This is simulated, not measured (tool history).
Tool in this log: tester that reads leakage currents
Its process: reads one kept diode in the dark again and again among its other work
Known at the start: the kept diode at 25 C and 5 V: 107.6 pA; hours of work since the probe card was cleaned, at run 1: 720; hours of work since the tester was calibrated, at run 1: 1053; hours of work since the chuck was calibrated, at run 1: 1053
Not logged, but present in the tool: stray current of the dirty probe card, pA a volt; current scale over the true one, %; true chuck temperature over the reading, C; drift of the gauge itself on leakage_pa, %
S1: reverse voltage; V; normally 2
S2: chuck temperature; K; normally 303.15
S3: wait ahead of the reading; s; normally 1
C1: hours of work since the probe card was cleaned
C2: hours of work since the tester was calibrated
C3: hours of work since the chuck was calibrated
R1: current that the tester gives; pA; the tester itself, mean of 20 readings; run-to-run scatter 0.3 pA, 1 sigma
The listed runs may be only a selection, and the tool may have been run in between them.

run,hour,S1,S2,S3,C1,C2,C3,R1
1,0,2,303.15,1,720,1053,1053,98.67
2,42.4,2,297.15,1,750,1083,1083,62.95
3,95.8,1.44,297.15,1,789,1122,1122,53.69
4,172.9,4.27,303.15,1,844,1177,1177,144.91
5,233.1,4.27,303.15,1,887,1220,1220,144.62
6,268.1,4.27,303.15,1,912,1245,1245,144.41
7,311.5,4.27,303.15,1,944,1277,1277,143.46
8,355.3,4.27,303.15,1,975,1308,1308,143.89
9,438.5,5.69,313.15,0.35,1035,1368,1368,340.44
10,511.5,5.69,313.15,0.35,1087,1420,1420,339.75
11,574.9,5.69,325.15,0.35,1133,1466,1466,751.65
# hour 640.7: chuck's temperature calibrated
12,647.6,5.97,327.15,0.35,1184,1517,5,875.99
13,695.5,5.97,327.15,0.35,1218,1551,39,873.85
14,758.6,5.97,327.15,0.35,1263,1597,85,873.66
15,796.2,4.2,299.15,0.41,1291,1624,112,106.88

Per-run results on a tool with no hidden state, each run keeping its own random variation:
run,R1
1,98.77
2,63.01
3,53.75
4,145.05
5,144.77
6,144.56
7,143.61
8,144.05
9,340.9
10,340.22
11,752.82
12,876.35
13,874.25
14,874.11
15,106.84

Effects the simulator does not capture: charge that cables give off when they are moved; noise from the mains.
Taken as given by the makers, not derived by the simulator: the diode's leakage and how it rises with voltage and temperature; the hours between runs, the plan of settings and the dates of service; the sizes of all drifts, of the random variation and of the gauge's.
